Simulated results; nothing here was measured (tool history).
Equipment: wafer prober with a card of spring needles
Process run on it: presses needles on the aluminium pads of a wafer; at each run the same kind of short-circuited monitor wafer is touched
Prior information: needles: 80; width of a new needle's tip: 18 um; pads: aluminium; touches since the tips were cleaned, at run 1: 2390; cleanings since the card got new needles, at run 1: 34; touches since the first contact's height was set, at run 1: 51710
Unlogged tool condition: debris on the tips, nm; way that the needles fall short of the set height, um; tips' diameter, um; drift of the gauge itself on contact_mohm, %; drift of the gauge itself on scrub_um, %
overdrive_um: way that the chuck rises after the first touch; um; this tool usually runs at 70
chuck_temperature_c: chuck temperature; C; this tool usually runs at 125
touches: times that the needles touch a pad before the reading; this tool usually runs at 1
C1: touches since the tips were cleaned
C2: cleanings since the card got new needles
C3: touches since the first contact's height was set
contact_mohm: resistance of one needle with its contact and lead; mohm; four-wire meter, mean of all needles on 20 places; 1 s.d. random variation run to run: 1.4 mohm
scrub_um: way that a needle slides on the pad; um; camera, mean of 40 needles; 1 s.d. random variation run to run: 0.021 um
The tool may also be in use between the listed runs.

{"run": 1, "hour": 0.0, "overdrive_um": 70, "chuck_temperature_c": 125, "touches": 1, "C1": 2390, "C2": 34, "C3": 51710, "contact_mohm": 123, "scrub_um": 9.87}
{"hour": 6.7, "done": "tips cleaned on abrasive film"}
{"run": 2, "hour": 10.1, "overdrive_um": 70, "chuck_temperature_c": 125, "touches": 2, "C1": 1325, "C2": 35, "C3": 55673, "contact_mohm": 124, "scrub_um": 9.85}
{"run": 3, "hour": 17.0, "overdrive_um": 78, "chuck_temperature_c": 125, "touches": 1, "C1": 4096, "C2": 35, "C3": 58444, "contact_mohm": 120, "scrub_um": 10.99}
{"hour": 19.1, "done": "tips cleaned on abrasive film"}
{"run": 4, "hour": 25.6, "overdrive_um": 78, "chuck_temperature_c": 125, "touches": 1, "C1": 2556, "C2": 36, "C3": 61802, "contact_mohm": 121, "scrub_um": 11.02}
{"hour": 31.7, "done": "tips cleaned on abrasive film"}
{"run": 5, "hour": 33.2, "overdrive_um": 78, "chuck_temperature_c": 125, "touches": 1, "C1": 576, "C2": 37, "C3": 64788, "contact_mohm": 121, "scrub_um": 10.96}
{"hour": 42.4, "done": "height of the first contact set anew"}
{"hour": 44.3, "done": "tips cleaned on abrasive film"}
{"run": 6, "hour": 44.3, "overdrive_um": 78, "chuck_temperature_c": 125, "touches": 1, "C1": 0, "C2": 38, "C3": 716, "contact_mohm": 120, "scrub_um": 11.02}
{"run": 7, "hour": 55.7, "overdrive_um": 70, "chuck_temperature_c": 125, "touches": 1, "C1": 4526, "C2": 38, "C3": 5242, "contact_mohm": 125, "scrub_um": 9.88}
{"hour": 57.1, "done": "tips cleaned on abrasive film"}
{"hour": 69.8, "done": "tips cleaned on abrasive film"}
{"run": 8, "hour": 69.8, "overdrive_um": 70, "chuck_temperature_c": 34, "touches": 1, "C1": 0, "C2": 40, "C3": 10744, "contact_mohm": 110, "scrub_um": 9.85}
{"run": 9, "hour": 76.9, "overdrive_um": 70, "chuck_temperature_c": 34, "touches": 1, "C1": 2858, "C2": 40, "C3": 13602, "contact_mohm": 109, "scrub_um": 9.85}
{"hour": 82.6, "done": "tips cleaned on abrasive film"}
{"run": 10, "hour": 84.9, "overdrive_um": 70, "chuck_temperature_c": 125, "touches": 1, "C1": 911, "C2": 41, "C3": 16739, "contact_mohm": 123, "scrub_um": 9.84}
{"hour": 94.8, "done": "tips cleaned on abrasive film"}
{"run": 11, "hour": 99.0, "overdrive_um": 70, "chuck_temperature_c": 125, "touches": 1, "C1": 1666, "C2": 42, "C3": 22308, "contact_mohm": 123, "scrub_um": 9.83}
{"run": 12, "hour": 105.2, "overdrive_um": 70, "chuck_temperature_c": 125, "touches": 1, "C1": 4139, "C2": 42, "C3": 24781, "contact_mohm": 121, "scrub_um": 9.85}
{"hour": 107.4, "done": "tips cleaned on abrasive film"}
{"run": 13, "hour": 115.3, "overdrive_um": 70, "chuck_temperature_c": 125, "touches": 1, "C1": 3141, "C2": 43, "C3": 28727, "contact_mohm": 124, "scrub_um": 9.8}
{"hour": 119.7, "done": "tips cleaned on abrasive film"}
{"run": 14, "hour": 122.7, "overdrive_um": 70, "chuck_temperature_c": 125, "touches": 1, "C1": 1193, "C2": 44, "C3": 31641, "contact_mohm": 123, "scrub_um": 9.81}
{"hour": 132.7, "done": "tips cleaned on abrasive film"}
{"run": 15, "hour": 137.1, "overdrive_um": 84, "chuck_temperature_c": 125, "touches": 1, "C1": 1753, "C2": 45, "C3": 37345, "contact_mohm": 121, "scrub_um": 11.74}
{"run": 16, "hour": 143.1, "overdrive_um": 84, "chuck_temperature_c": 40, "touches": 1, "C1": 4108, "C2": 45, "C3": 39700, "contact_mohm": 106, "scrub_um": 11.78}
{"hour": 144.9, "done": "tips cleaned on abrasive film"}
{"run": 17, "hour": 151.6, "overdrive_um": 60, "chuck_temperature_c": 125, "touches": 2, "C1": 2647, "C2": 46, "C3": 43060, "contact_mohm": 125, "scrub_um": 8.41}
{"hour": 157.6, "done": "tips cleaned on abrasive film"}
{"run": 18, "hour": 165.6, "overdrive_um": 55, "chuck_temperature_c": 29, "touches": 2, "C1": 3197, "C2": 47, "C3": 48603, "contact_mohm": 113, "scrub_um": 7.66}
{"hour": 170.0, "done": "tips cleaned on abrasive film"}
{"run": 19, "hour": 173.0, "overdrive_um": 55, "chuck_temperature_c": 29, "touches": 2, "C1": 1176, "C2": 48, "C3": 51485, "contact_mohm": 113, "scrub_um": 7.7}
{"run": 20, "hour": 179.2, "overdrive_um": 79, "chuck_temperature_c": 107, "touches": 3, "C1": 3662, "C2": 48, "C3": 53971, "contact_mohm": 121, "scrub_um": 11.04}

Run 21, settings as shown, results not yet in. Your forecast:
{"hour": 182.5, "done": "tips cleaned on abrasive film"}
{"run": 21, "hour": 187.3, "overdrive_um": 79, "chuck_temperature_c": 107, "touches": 3, "C1": 1890, "C2": 49, "C3": 57141, "contact_mohm": "?", "scrub_um": "?"}

{"run 21": {"contact_mohm": 118, "scrub_um": 11.05}}
Minus the tool's unlogged condition, the same run would have read contact_mohm 118 mohm, scrub_um 11.18 um.
